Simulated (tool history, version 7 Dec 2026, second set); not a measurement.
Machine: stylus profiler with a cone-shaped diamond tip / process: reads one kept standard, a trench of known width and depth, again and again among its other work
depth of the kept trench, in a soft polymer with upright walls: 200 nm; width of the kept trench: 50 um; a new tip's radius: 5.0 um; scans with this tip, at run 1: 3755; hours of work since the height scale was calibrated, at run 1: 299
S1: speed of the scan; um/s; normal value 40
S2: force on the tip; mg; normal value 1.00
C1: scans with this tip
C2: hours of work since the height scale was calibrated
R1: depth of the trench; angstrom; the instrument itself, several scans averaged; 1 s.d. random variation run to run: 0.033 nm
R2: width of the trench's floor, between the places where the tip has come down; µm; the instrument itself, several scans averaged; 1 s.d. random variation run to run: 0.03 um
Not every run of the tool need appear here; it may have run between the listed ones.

run 1 hour=0.0 | S1=40 S2=1.00 | C1=3755 C2=299 | R1=2011.8 R2=46.05
run 2 hour=77.7 | S1=40 S2=1.00 | C1=4481 C2=356 | R1=2011.0 R2=45.91
run 3 hour=154.6 | S1=40 S2=0.58 | C1=5199 C2=414 | R1=2007.3 R2=45.67
run 4 hour=274.0 | S1=40 S2=0.58 | C1=6314 C2=502 | R1=2007.1 R2=45.55
run 5 hour=375.0 | S1=40 S2=1.09 | C1=7257 C2=577 | R1=2010.7 R2=45.55
run 6 hour=459.0 | S1=40 S2=1.00 | C1=8041 C2=640 | R1=2009.7 R2=45.41
run 7 hour=565.9 | S1=40 S2=1.00 | C1=9039 C2=719 | R1=2009.6 R2=45.24
run 8 hour=701.6 | S1=40 S2=1.00 | C1=10307 C2=820 | R1=2009.8 R2=45.03
run 9 hour=824.0 | S1=40 S2=0.67 | C1=11450 C2=911 | R1=2006.5 R2=44.85
run 10 hour=886.3 | S1=73 S2=0.67 | C1=12032 C2=957 | R1=2005.7 R2=44.44
run 11 hour=1000.6 | S1=40 S2=1.00 | C1=13100 C2=1042 | R1=2008.1 R2=44.69
run 12 hour=1108.8 | S1=40 S2=1.00 | C1=14109 C2=1123 | R1=2008.4 R2=44.59
run 13 hour=1232.5 | S1=40 S2=1.00 | C1=15265 C2=1215 | R1=2008.6 R2=44.45
-- hour=1247.5 new tip fitted, height scale calibrated
run 14 hour=1296.9 | S1=40 S2=1.00 | C1=461 C2=37 | R1=2012.0 R2=46.73
run 15 hour=1370.7 | S1=40 S2=1.00 | C1=1150 C2=92 | R1=2011.0 R2=46.63
run 16 hour=1507.1 | S1=29 S2=0.59 | C1=2424 C2=193 | R1=2007.7 R2=46.41
run 17 hour=1604.7 | S1=59 S2=0.84 | C1=3336 C2=265 | R1=2009.3 R2=45.98
run 18 hour=1706.3 | S1=86 S2=0.51 | C1=4284 C2=341 | R1=2005.2 R2=45.29
run 19 hour=1810.2 | S1=86 S2=0.51 | C1=5254 C2=418 | R1=2005.4 R2=45.08
run 20 hour=1889.0 | S1=86 S2=0.51 | C1=5991 C2=477 | R1=2005.5 R2=44.99
run 21 hour=1953.7 | S1=126 S2=0.51 | C1=6595 C2=525 | R1=2005.3 R2=44.28
run 22 hour=2036.2 | S1=32 S2=2.74 | C1=7365 C2=586 | R1=2021.0 R2=45.72
run 23 hour=2098.3 | S1=40 S2=0.75 | C1=7944 C2=632 | R1=2007.0 R2=45.46
run 24 hour=2230.0 | S1=40 S2=0.75 | C1=9175 C2=730 | R1=2006.4 R2=45.23
run 25 hour=2322.5 | S1=124 S2=1.63 | C1=10039 C2=799 | R1=2014.0 R2=44.63
run 26 hour=2462.9 | S1=144 S2=1.98 | C1=11350 C2=903 | R1=2015.5 R2=44.44
run 27 hour=2591.1 | S1=86 S2=2.20 | C1=12547 C2=998 | R1=2016.6 R2=44.70

Below, some changes in R1 between adjacent runs. For each, the amount present without the hidden state too (settings, incoming material, random variation) and the amount remaining for the hidden state with gauge scatter not shared by both compared results:
What the log doesn't record here: radius of the tip, um; height scale over the true one, %; drift of the gauge itself on depth_nm, %; drift of the gauge itself on floor_um, %.
Run 7 -> 8: nothing adjusted, nothing logged. R1 +0.2 angstrom: hidden state -0.4, all else +0.6.
Run 13 -> 14: new tip fitted, height scale calibrated. R1 +3.4 angstrom: hidden state +3.4, all else +0.0.
Run 21 -> 22: S1 126 -> 32, S2 0.51 -> 2.74. R1 +15.7 angstrom: hidden state -0.3, all else +16.0.
Run 22 -> 23: S1 32 -> 40, S2 2.74 -> 0.75. R1 -14.0 angstrom: hidden state -0.2, all else -13.8.
